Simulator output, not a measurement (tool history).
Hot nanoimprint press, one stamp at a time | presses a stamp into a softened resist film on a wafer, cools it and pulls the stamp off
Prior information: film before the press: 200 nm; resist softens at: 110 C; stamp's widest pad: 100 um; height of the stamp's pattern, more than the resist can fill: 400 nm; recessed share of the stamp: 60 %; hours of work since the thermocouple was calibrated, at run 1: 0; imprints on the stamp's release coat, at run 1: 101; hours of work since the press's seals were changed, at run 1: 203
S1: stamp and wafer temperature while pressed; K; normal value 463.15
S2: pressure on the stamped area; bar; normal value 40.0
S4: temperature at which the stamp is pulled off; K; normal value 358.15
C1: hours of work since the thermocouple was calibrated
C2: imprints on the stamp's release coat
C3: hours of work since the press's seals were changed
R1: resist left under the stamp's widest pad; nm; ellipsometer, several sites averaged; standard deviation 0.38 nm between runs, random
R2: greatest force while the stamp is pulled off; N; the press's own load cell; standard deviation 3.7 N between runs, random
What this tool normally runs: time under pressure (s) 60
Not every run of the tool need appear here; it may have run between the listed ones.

run 1 hour=0.0 | S1=463.15 S2=40.0 time_under_pressure_(s)=60 S4=358.15 | C1=0 C2=101 C3=203 | R1=117.6 R2=179
run 2 hour=15.9 | S1=463.15 S2=40.0 time_under_pressure_(s)=39 S4=358.15 | C1=7 C2=153 C3=210 | R1=132.5 R2=179
run 3 hour=29.5 | S1=463.15 S2=40.0 time_under_pressure_(s)=39 S4=358.15 | C1=13 C2=196 C3=216 | R1=131.9 R2=182
run 4 hour=52.7 | S1=463.15 S2=40.0 time_under_pressure_(s)=39 S4=358.15 | C1=23 C2=271 C3=226 | R1=131.2 R2=176
run 5 hour=76.4 | S1=459.15 S2=40.0 time_under_pressure_(s)=39 S4=358.15 | C1=34 C2=347 C3=236 | R1=146.4 R2=181
run 6 hour=101.4 | S1=459.15 S2=40.0 time_under_pressure_(s)=39 S4=358.15 | C1=45 C2=427 C3=247 | R1=146.1 R2=179
run 7 hour=115.3 | S1=463.15 S2=40.0 time_under_pressure_(s)=60 S4=358.15 | C1=51 C2=472 C3=253 | R1=116.8 R2=181
run 8 hour=139.1 | S1=463.15 S2=40.0 time_under_pressure_(s)=60 S4=358.15 | C1=61 C2=548 C3=264 | R1=116.8 R2=182
run 9 hour=162.1 | S1=463.15 S2=40.0 time_under_pressure_(s)=60 S4=358.15 | C1=71 C2=622 C3=274 | R1=116.8 R2=171
run 10 hour=180.9 | S1=463.15 S2=40.0 time_under_pressure_(s)=60 S4=358.15 | C1=80 C2=683 C3=282 | R1=117.3 R2=177
run 11 hour=207.7 | S1=463.15 S2=40.0 time_under_pressure_(s)=60 S4=358.15 | C1=91 C2=769 C3=294 | R1=116.4 R2=182
run 12 hour=221.9 | S1=463.15 S2=40.0 time_under_pressure_(s)=40 S4=358.15 | C1=98 C2=814 C3=300 | R1=129.9 R2=183
run 13 hour=246.7 | S1=463.15 S2=40.0 time_under_pressure_(s)=40 S4=358.15 | C1=109 C2=894 C3=311 | R1=129.6 R2=177
run 14 hour=258.6 | S1=463.15 S2=32.8 time_under_pressure_(s)=60 S4=358.15 | C1=114 C2=932 C3=316 | R1=127.6 R2=174
run 15 hour=270.7 | S1=463.15 S2=50.1 time_under_pressure_(s)=60 S4=358.15 | C1=119 C2=971 C3=322 | R1=103.5 R2=182
-- hour=282.2 stamp cleaned and given a new release coat
run 16 hour=289.3 | S1=463.15 S2=50.1 time_under_pressure_(s)=60 S4=358.15 | C1=125 C2=23 C3=327 | R1=104.1 R2=175
run 17 hour=305.3 | S1=468.15 S2=50.1 time_under_pressure_(s)=53 S4=358.15 | C1=132 C2=74 C3=334 | R1=90.7 R2=180
run 18 hour=327.1 | S1=463.15 S2=27.8 time_under_pressure_(s)=44 S4=357.15 | C1=141 C2=144 C3=344 | R1=145.7 R2=178
run 19 hour=346.6 | S1=463.15 S2=30.6 time_under_pressure_(s)=31 S4=358.15 | C1=150 C2=207 C3=353 | R1=151.0 R2=186
run 20 hour=372.8 | S1=463.15 S2=30.6 time_under_pressure_(s)=31 S4=358.15 | C1=162 C2=291 C3=364 | R1=150.8 R2=173
run 21 hour=397.9 | S1=455.15 S2=40.0 time_under_pressure_(s)=42 S4=358.15 | C1=173 C2=372 C3=375 | R1=155.4 R2=174
run 22 hour=418.8 | S1=455.15 S2=40.0 time_under_pressure_(s)=42 S4=358.15 | C1=182 C2=439 C3=384 | R1=156.0 R2=175
run 23 hour=430.2 | S1=461.15 S2=28.6 time_under_pressure_(s)=32 S4=346.15 | C1=187 C2=475 C3=389 | R1=157.8 R2=237
run 24 hour=457.1 | S1=468.15 S2=55.3 time_under_pressure_(s)=72 S4=347.15 | C1=199 C2=562 C3=401 | R1=77.5 R2=236
run 25 hour=474.1 | S1=454.15 S2=45.6 time_under_pressure_(s)=35 S4=361.15 | C1=206 C2=617 C3=409 | R1=157.4 R2=160
run 26 hour=500.5 | S1=462.15 S2=24.3 time_under_pressure_(s)=45 S4=343.15 | C1=218 C2=701 C3=420 | R1=152.5 R2=246
-- hour=506.1 gauge calibrated
run 27 hour=527.5 | S1=471.15 S2=58.0 time_under_pressure_(s)=43 S4=351.15 | C1=230 C2=788 C3=432 | R1=82.5 R2=215
run 28 hour=546.4 | S1=470.15 S2=40.0 time_under_pressure_(s)=60 S4=366.15 | C1=238 C2=849 C3=441 | R1=93.5 R2=132
run 29 hour=573.4 | S1=463.15 S2=40.0 time_under_pressure_(s)=60 S4=364.15 | C1=250 C2=936 C3=452 | R1=117.7 R2=147

Forecast each of these 5 alternatives for the next run:
-- hour=596.3 stamp cleaned and given a new release coat
run A hour=604.7 | S1=454.15 S2=40.0 time_under_pressure_(s)=39 S4=346.15 | C1=261 C2=27 C3=464 | R1=? R2=?
-- hour=596.3 stamp cleaned and given a new release coat
run B hour=604.7 | S1=463.15 S2=40.0 time_under_pressure_(s)=60 S4=348.15 | C1=261 C2=27 C3=464 | R1=? R2=?
-- hour=596.3 stamp cleaned and given a new release coat
run C hour=604.7 | S1=463.15 S2=24.9 time_under_pressure_(s)=60 S4=359.15 | C1=261 C2=27 C3=464 | R1=? R2=?
-- hour=596.3 stamp cleaned and given a new release coat
run D hour=604.7 | S1=471.15 S2=41.5 time_under_pressure_(s)=60 S4=344.15 | C1=261 C2=27 C3=464 | R1=? R2=?
-- hour=596.3 stamp cleaned and given a new release coat
run E hour=604.7 | S1=463.15 S2=40.0 time_under_pressure_(s)=60 S4=354.15 | C1=261 C2=27 C3=464 | R1=? R2=?

run=A R1=163.7 R2=232
run=B R1=117.1 R2=237
run=C R1=143.7 R2=176
run=D R1=88.9 R2=254
run=E R1=117.0 R2=207
Without the tool's hidden state the same runs would have given:
run=A R1=164.5 R2=233
run=B R1=117.7 R2=237
run=C R1=144.4 R2=176
run=D R1=89.3 R2=254
run=E R1=117.6 R2=207

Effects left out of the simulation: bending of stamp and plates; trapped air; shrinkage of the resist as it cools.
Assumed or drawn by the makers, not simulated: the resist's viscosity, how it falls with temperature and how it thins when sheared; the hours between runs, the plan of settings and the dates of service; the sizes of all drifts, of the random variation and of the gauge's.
